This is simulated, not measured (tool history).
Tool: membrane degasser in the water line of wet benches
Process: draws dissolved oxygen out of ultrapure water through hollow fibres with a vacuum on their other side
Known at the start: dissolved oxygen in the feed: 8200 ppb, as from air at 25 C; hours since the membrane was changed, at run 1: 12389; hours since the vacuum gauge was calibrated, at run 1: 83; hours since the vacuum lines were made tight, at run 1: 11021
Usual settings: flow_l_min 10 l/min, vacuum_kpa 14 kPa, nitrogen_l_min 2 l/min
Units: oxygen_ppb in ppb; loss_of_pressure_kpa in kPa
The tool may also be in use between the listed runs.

run	day	flow_l_min	vacuum_kpa	nitrogen_l_min	hours since the membrane was changed	hours since the vacuum gauge was calibrated	hours since the vacuum lines were made tight	oxygen_ppb	loss_of_pressure_kpa
1	0	10	14	2	12389	83	11021	157.6	35.71
2	11.104	10	14	2	12655	349	11287	160.6	36.03
3	22.483	10	14	2	12929	622	11560	161	36.02
4	34.4	10	14	2	13215	908	11846	163.5	36.06
# day 40.333: seals of the vacuum lines changed
5	44.183	10	24.1	2	13447	1141	92	277.1	36.27
6	54.175	10	14	2	13687	1381	332	158.3	36.12
7	67.654	10	14	2	14011	1704	656	158.5	36.41
8	75.375	10	14	2	14196	1890	841	158.3	36.1
9	85.167	10	14	2	14431	2125	1076	159.2	36.19
10	91.5	10	14	2	14583	2277	1228	159	36.4
11	103	12	14	2	14859	2553	1504	226.5	43.87
12	113.521	6	14	2	15111	2805	1757	84.2	21.9
13	126.962	6	14	2	15434	3128	2079	82.6	21.86
14	137.067	10	14	4.25	15677	3370	2322	92.6	36.66
15	149.779	10	14	4.25	15982	3675	2627	93.6	36.65
16	160.342	6	14	2	16235	3929	2880	82.6	22.25
# day 169.729: vacuum gauge calibrated
17	172.154	9	14	2	16518	58	3163	138.9	33.15
18	179.471	8	14	1.37	16694	234	3339	164	29.3
19	186.825	11	20.5	1.58	16870	410	3515	334.4	40.66
20	199.212	6	13.9	1.83	17168	708	3813	89.7	22.17
21	211.504	7	34.2	1.5	17463	1003	4108	355.5	25.99
22	217.408	7	34.2	1.5	17604	1144	4249	359	26.11
23	227.088	11	14	1	17837	1377	4482	322.7	40.58
24	238.862	11	20.1	1	18119	1659	4764	474.3	41.14
# day 248.046: vacuum gauge calibrated, once more
25	250.329	11	25.4	4.46	18394	55	5039	186.4	41.41
26	260.029	6	27.4	2.85	18627	288	5272	132.7	22.57
27	271.05	8	20.3	1.49	18891	552	5536	230.8	30.05
28	284.058	10	9.7	2	19203	864	5848	113.6	37.34
29	290.192	10	9.7	2	19351	1012	5996	115.4	37.51
30	299.096	10	9.7	2	19564	1225	6209	114	37.61
31	308.646	6	14	5.86	19793	1454	6439	30	22.57
32	317.508	7	12.2	0.84	20006	1667	6651	186.7	26.79
33	323.179	7	12.2	0.84	20142	1803	6787	189.8	26.21

How the hidden state differs across the entries between the runs, from the last listed run before each to the first after it:
Between runs 4 and 5: seals of the vacuum lines changed (day 40.333)
  membrane still open, %: 93.2 -> 93.1; true pressure behind the membrane over the reading, kPa: 0.02 -> 0.03; air that leaks in behind the membrane, l/min: 0.0148 -> 0.0025
  measured less the result without the state, oxygen_ppb: +14.2 -> +9.8 ppb; loss_of_pressure_kpa: +2.45 -> +2.5 kPa
Between runs 16 and 17: vacuum gauge calibrated (day 169.729)
  membrane still open, %: 91.6 -> 91.5; true pressure behind the membrane over the reading, kPa: 0.12 -> 0.21; air that leaks in behind the membrane, l/min: 0.0053 -> 0.0055
  measured less the result without the state, oxygen_ppb: +2.8 -> +11 ppb; loss_of_pressure_kpa: +1.85 -> +2.83 kPa
Between runs 24 and 25: vacuum gauge calibrated, once more (day 248.046)
  membrane still open, %: 90.6 -> 90.5; true pressure behind the membrane over the reading, kPa: 0.26 -> 0.01; air that leaks in behind the membrane, l/min: 0.0071 -> 0.0074
  measured less the result without the state, oxygen_ppb: +29.2 -> +22.6 ppb; loss_of_pressure_kpa: +3.82 -> +3.92 kPa
